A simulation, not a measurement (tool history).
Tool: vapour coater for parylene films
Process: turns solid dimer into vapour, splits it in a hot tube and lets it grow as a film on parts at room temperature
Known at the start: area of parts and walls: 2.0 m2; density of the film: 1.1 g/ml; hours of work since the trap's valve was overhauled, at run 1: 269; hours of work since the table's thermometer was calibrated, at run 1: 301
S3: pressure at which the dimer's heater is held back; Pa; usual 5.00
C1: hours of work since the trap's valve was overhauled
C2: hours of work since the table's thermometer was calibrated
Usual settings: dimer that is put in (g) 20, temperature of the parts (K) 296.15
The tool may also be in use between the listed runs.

{"run": 1, "hour": 0.0, "dimer that is put in (g)": 20, "temperature of the parts (K)": 296.15, "S3": 5.0, "C1": 269, "C2": 301, "thickness of the film (nm)": 4540}
{"run": 2, "hour": 31.6, "dimer that is put in (g)": 13, "temperature of the parts (K)": 296.15, "S3": 5.0, "C1": 284, "C2": 316, "thickness of the film (nm)": 2990}
{"run": 3, "hour": 66.5, "dimer that is put in (g)": 20, "temperature of the parts (K)": 296.15, "S3": 5.0, "C1": 300, "C2": 332, "thickness of the film (nm)": 4570}
{"run": 4, "hour": 115.9, "dimer that is put in (g)": 20, "temperature of the parts (K)": 296.15, "S3": 5.0, "C1": 323, "C2": 355, "thickness of the film (nm)": 4500}
{"run": 5, "hour": 140.7, "dimer that is put in (g)": 20, "temperature of the parts (K)": 296.15, "S3": 5.0, "C1": 334, "C2": 366, "thickness of the film (nm)": 4520}
{"run": 6, "hour": 194.2, "dimer that is put in (g)": 20, "temperature of the parts (K)": 296.15, "S3": 4.94, "C1": 359, "C2": 391, "thickness of the film (nm)": 4500}
{"run": 7, "hour": 237.1, "dimer that is put in (g)": 20, "temperature of the parts (K)": 296.15, "S3": 4.94, "C1": 379, "C2": 411, "thickness of the film (nm)": 4490}
{"run": 8, "hour": 259.5, "dimer that is put in (g)": 20, "temperature of the parts (K)": 304.15, "S3": 4.94, "C1": 389, "C2": 421, "thickness of the film (nm)": 3740}
{"run": 9, "hour": 305.3, "dimer that is put in (g)": 20, "temperature of the parts (K)": 296.15, "S3": 5.0, "C1": 410, "C2": 442, "thickness of the film (nm)": 4460}
{"run": 10, "hour": 345.2, "dimer that is put in (g)": 20, "temperature of the parts (K)": 296.15, "S3": 5.0, "C1": 429, "C2": 461, "thickness of the film (nm)": 4440}
{"run": 11, "hour": 370.9, "dimer that is put in (g)": 20, "temperature of the parts (K)": 304.15, "S3": 5.0, "C1": 441, "C2": 473, "thickness of the film (nm)": 3690}
{"run": 12, "hour": 412.7, "dimer that is put in (g)": 20, "temperature of the parts (K)": 304.15, "S3": 5.0, "C1": 460, "C2": 492, "thickness of the film (nm)": 3710}
{"run": 13, "hour": 448.8, "dimer that is put in (g)": 20, "temperature of the parts (K)": 304.15, "S3": 5.0, "C1": 477, "C2": 509, "thickness of the film (nm)": 3670}
{"hour": 475.0, "done": "trap's valve overhauled"}
{"run": 14, "hour": 475.9, "dimer that is put in (g)": 20, "temperature of the parts (K)": 296.15, "S3": 3.23, "C1": 0, "C2": 519, "thickness of the film (nm)": 4570}
{"run": 15, "hour": 529.6, "dimer that is put in (g)": 20, "temperature of the parts (K)": 296.15, "S3": 3.23, "C1": 25, "C2": 544, "thickness of the film (nm)": 4540}
{"run": 16, "hour": 554.2, "dimer that is put in (g)": 20, "temperature of the parts (K)": 296.15, "S3": 3.23, "C1": 37, "C2": 556, "thickness of the film (nm)": 4570}
{"run": 17, "hour": 577.2, "dimer that is put in (g)": 20, "temperature of the parts (K)": 296.15, "S3": 5.0, "C1": 47, "C2": 566, "thickness of the film (nm)": 4210}
{"hour": 617.4, "done": "trap's valve overhauled, once more"}
{"run": 18, "hour": 617.4, "dimer that is put in (g)": 20, "temperature of the parts (K)": 306.15, "S3": 5.0, "C1": 0, "C2": 583, "thickness of the film (nm)": 3820}
{"run": 19, "hour": 663.6, "dimer that is put in (g)": 20, "temperature of the parts (K)": 299.15, "S3": 5.0, "C1": 21, "C2": 604, "thickness of the film (nm)": 4460}
{"run": 20, "hour": 709.7, "dimer that is put in (g)": 20, "temperature of the parts (K)": 299.15, "S3": 5.0, "C1": 43, "C2": 626, "thickness of the film (nm)": 4450}
{"run": 21, "hour": 734.6, "dimer that is put in (g)": 20, "temperature of the parts (K)": 299.15, "S3": 5.0, "C1": 54, "C2": 637, "thickness of the film (nm)": 4370}
{"run": 22, "hour": 775.0, "dimer that is put in (g)": 20, "temperature of the parts (K)": 296.15, "S3": 2.48, "C1": 73, "C2": 656, "thickness of the film (nm)": 5340}
{"run": 23, "hour": 818.6, "dimer that is put in (g)": 11, "temperature of the parts (K)": 296.15, "S3": 5.0, "C1": 93, "C2": 676, "thickness of the film (nm)": 2590}
{"run": 24, "hour": 867.4, "dimer that is put in (g)": 11, "temperature of the parts (K)": 296.15, "S3": 5.0, "C1": 116, "C2": 699, "thickness of the film (nm)": 2590}
{"run": 25, "hour": 900.1, "dimer that is put in (g)": 11, "temperature of the parts (K)": 296.15, "S3": 5.0, "C1": 131, "C2": 714, "thickness of the film (nm)": 2580}
{"run": 26, "hour": 948.5, "dimer that is put in (g)": 15, "temperature of the parts (K)": 296.15, "S3": 5.0, "C1": 153, "C2": 736, "thickness of the film (nm)": 3500}
{"run": 27, "hour": 994.6, "dimer that is put in (g)": 8, "temperature of the parts (K)": 302.15, "S3": 5.0, "C1": 175, "C2": 757, "thickness of the film (nm)": 1630}
{"run": 28, "hour": 1038.3, "dimer that is put in (g)": 8, "temperature of the parts (K)": 304.15, "S3": 5.84, "C1": 195, "C2": 778, "thickness of the film (nm)": 1500}
{"run": 29, "hour": 1080.3, "dimer that is put in (g)": 20, "temperature of the parts (K)": 292.15, "S3": 5.0, "C1": 214, "C2": 797, "thickness of the film (nm)": 5060}
{"run": 30, "hour": 1125.6, "dimer that is put in (g)": 12, "temperature of the parts (K)": 305.15, "S3": 2.26, "C1": 235, "C2": 818, "thickness of the film (nm)": 2580}
{"run": 31, "hour": 1151.5, "dimer that is put in (g)": 13, "temperature of the parts (K)": 299.15, "S3": 5.0, "C1": 247, "C2": 830, "thickness of the film (nm)": 2810}
{"run": 32, "hour": 1191.9, "dimer that is put in (g)": 18, "temperature of the parts (K)": 301.15, "S3": 6.71, "C1": 266, "C2": 849, "thickness of the film (nm)": 3530}
{"run": 33, "hour": 1222.5, "dimer that is put in (g)": 18, "temperature of the parts (K)": 296.15, "S3": 3.94, "C1": 280, "C2": 863, "thickness of the film (nm)": 4320}
{"run": 34, "hour": 1247.8, "dimer that is put in (g)": 35, "temperature of the parts (K)": 289.15, "S3": 3.94, "C1": 292, "C2": 874, "thickness of the film (nm)": 9810}
{"run": 35, "hour": 1295.5, "dimer that is put in (g)": 13, "temperature of the parts (K)": 293.15, "S3": 3.94, "C1": 314, "C2": 897, "thickness of the film (nm)": 3300}
{"run": 36, "hour": 1342.3, "dimer that is put in (g)": 34, "temperature of the parts (K)": 293.15, "S3": 7.35, "C1": 335, "C2": 918, "thickness of the film (nm)": 7730}
{"run": 37, "hour": 1376.2, "dimer that is put in (g)": 19, "temperature of the parts (K)": 296.15, "S3": 2.94, "C1": 351, "C2": 934, "thickness of the film (nm)": 4720}
{"run": 38, "hour": 1407.4, "dimer that is put in (g)": 9, "temperature of the parts (K)": 292.15, "S3": 5.0, "C1": 365, "C2": 948, "thickness of the film (nm)": 2230}
{"run": 39, "hour": 1434.3, "dimer that is put in (g)": 9, "temperature of the parts (K)": 293.15, "S3": 2.85, "C1": 378, "C2": 961, "thickness of the film (nm)": 2410}
{"run": 40, "hour": 1479.4, "dimer that is put in (g)": 9, "temperature of the parts (K)": 304.15, "S3": 2.09, "C1": 399, "C2": 982, "thickness of the film (nm)": 1950}
{"run": 41, "hour": 1524.7, "dimer that is put in (g)": 30, "temperature of the parts (K)": 293.15, "S3": 3.53, "C1": 420, "C2": 1003, "thickness of the film (nm)": 7660}
{"run": 42, "hour": 1550.0, "dimer that is put in (g)": 11, "temperature of the parts (K)": 293.15, "S3": 2.5, "C1": 431, "C2": 1014, "thickness of the film (nm)": 2980}
{"run": 43, "hour": 1581.8, "dimer that is put in (g)": 9, "temperature of the parts (K)": 290.15, "S3": 5.0, "C1": 446, "C2": 1029, "thickness of the film (nm)": 2310}
{"run": 44, "hour": 1617.6, "dimer that is put in (g)": 10, "temperature of the parts (K)": 306.15, "S3": 2.69, "C1": 463, "C2": 1046, "thickness of the film (nm)": 1970}
{"run": 45, "hour": 1641.7, "dimer that is put in (g)": 20, "temperature of the parts (K)": 292.15, "S3": 5.0, "C1": 474, "C2": 1057, "thickness of the film (nm)": 4880}
{"hour": 1671.9, "done": "trap's valve overhauled"}
{"run": 46, "hour": 1683.5, "dimer that is put in (g)": 21, "temperature of the parts (K)": 296.15, "S3": 5.0, "C1": 5, "C2": 1074, "thickness of the film (nm)": 5020}
{"run": 47, "hour": 1707.8, "dimer that is put in (g)": 20, "temperature of the parts (K)": 295.15, "S3": 5.0, "C1": 17, "C2": 1085, "thickness of the film (nm)": 4910}

Hidden state at the last listed run before each entry between runs and at the first one after, where it differs:
Between runs 13 and 14: trap's valve overhauled (hour 475.0)
  vapour lost through the trap's worn valve, %: 7.5 -> 11.1
  measured less the result without the state, thickness of the film (nm): -280 -> -560
Between runs 17 and 18: trap's valve overhauled, once more (hour 617.4)
  vapour lost through the trap's worn valve, %: 11.7 -> 0.2
  measured less the result without the state, thickness of the film (nm): -550 -> +0
Between runs 45 and 46: trap's valve overhauled (hour 1671.9)
  vapour lost through the trap's worn valve, %: 7.2 -> 0.3; true temperature of the parts over the reading, C: -0.27 -> -0.28
  measured less the result without the state, thickness of the film (nm): -340 -> +10
